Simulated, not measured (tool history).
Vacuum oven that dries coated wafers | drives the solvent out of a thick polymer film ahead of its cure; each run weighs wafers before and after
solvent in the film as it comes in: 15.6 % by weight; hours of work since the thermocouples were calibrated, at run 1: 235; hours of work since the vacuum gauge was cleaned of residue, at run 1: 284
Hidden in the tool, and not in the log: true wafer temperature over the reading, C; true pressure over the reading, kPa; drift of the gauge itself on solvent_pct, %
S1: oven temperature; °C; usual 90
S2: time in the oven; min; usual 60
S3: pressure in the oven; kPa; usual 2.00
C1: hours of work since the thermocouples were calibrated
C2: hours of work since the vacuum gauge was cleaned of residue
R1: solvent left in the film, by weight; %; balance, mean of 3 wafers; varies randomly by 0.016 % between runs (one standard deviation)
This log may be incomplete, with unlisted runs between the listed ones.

run 1 hour=0.0 | S1=90 S2=60 S3=2.00 | C1=235 C2=284 | R1=2.78
run 2 hour=48.5 | S1=90 S2=60 S3=4.39 | C1=260 C2=310 | R1=4.24
run 3 hour=110.3 | S1=90 S2=60 S3=4.39 | C1=292 C2=342 | R1=4.22
run 4 hour=146.7 | S1=90 S2=60 S3=4.39 | C1=311 C2=361 | R1=4.20
run 5 hour=198.3 | S1=90 S2=60 S3=4.39 | C1=338 C2=387 | R1=4.18
run 6 hour=242.3 | S1=90 S2=60 S3=4.39 | C1=360 C2=410 | R1=4.19
run 7 hour=297.3 | S1=90 S2=60 S3=2.00 | C1=389 C2=439 | R1=2.77
run 8 hour=362.2 | S1=89 S2=60 S3=2.00 | C1=423 C2=473 | R1=2.95
run 9 hour=396.9 | S1=89 S2=60 S3=2.00 | C1=441 C2=491 | R1=2.93
-- hour=402.4 oven's thermocouples calibrated
run 10 hour=455.9 | S1=89 S2=60 S3=2.00 | C1=28 C2=520 | R1=2.89
run 11 hour=504.3 | S1=100 S2=60 S3=2.00 | C1=53 C2=545 | R1=1.35
run 12 hour=579.6 | S1=92 S2=60 S3=4.83 | C1=92 C2=585 | R1=3.90
-- hour=640.0 oven's thermocouples calibrated, once more
run 13 hour=640.0 | S1=88 S2=60 S3=2.00 | C1=0 C2=615 | R1=3.27
run 14 hour=696.1 | S1=88 S2=99 S3=2.22 | C1=29 C2=644 | R1=2.27
run 15 hour=769.1 | S1=90 S2=60 S3=7.50 | C1=67 C2=682 | R1=6.19
run 16 hour=810.4 | S1=90 S2=60 S3=7.50 | C1=89 C2=703 | R1=6.22
run 17 hour=844.8 | S1=90 S2=60 S3=7.50 | C1=106 C2=721 | R1=6.20
run 18 hour=879.3 | S1=89 S2=48 S3=2.00 | C1=124 C2=739 | R1=3.80
run 19 hour=920.8 | S1=82 S2=88 S3=2.13 | C1=146 C2=761 | R1=3.44
run 20 hour=989.1 | S1=95 S2=60 S3=1.30 | C1=181 C2=796 | R1=1.68
run 21 hour=1039.3 | S1=95 S2=60 S3=1.30 | C1=207 C2=822 | R1=1.71

Below, some changes in R1 between adjacent runs. For each, the amount present without the hidden state too (settings, incoming material, random variation) and the amount remaining for the hidden state with gauge scatter not shared by both compared results:
Run 11 -> 12: S1 100 -> 92, S3 2.00 -> 4.83. R1 +2.55 %: hidden state -0.10, all else +2.65.
Run 12 -> 13: S1 92 -> 88, S3 4.83 -> 2.00, oven's thermocouples calibrated, once more. R1 -0.63 %: hidden state +0.22, all else -0.85.
Run 14 -> 15: S1 88 -> 90, S2 99 -> 60, S3 2.22 -> 7.50. R1 +3.92 %: hidden state -0.05, all else +3.97.

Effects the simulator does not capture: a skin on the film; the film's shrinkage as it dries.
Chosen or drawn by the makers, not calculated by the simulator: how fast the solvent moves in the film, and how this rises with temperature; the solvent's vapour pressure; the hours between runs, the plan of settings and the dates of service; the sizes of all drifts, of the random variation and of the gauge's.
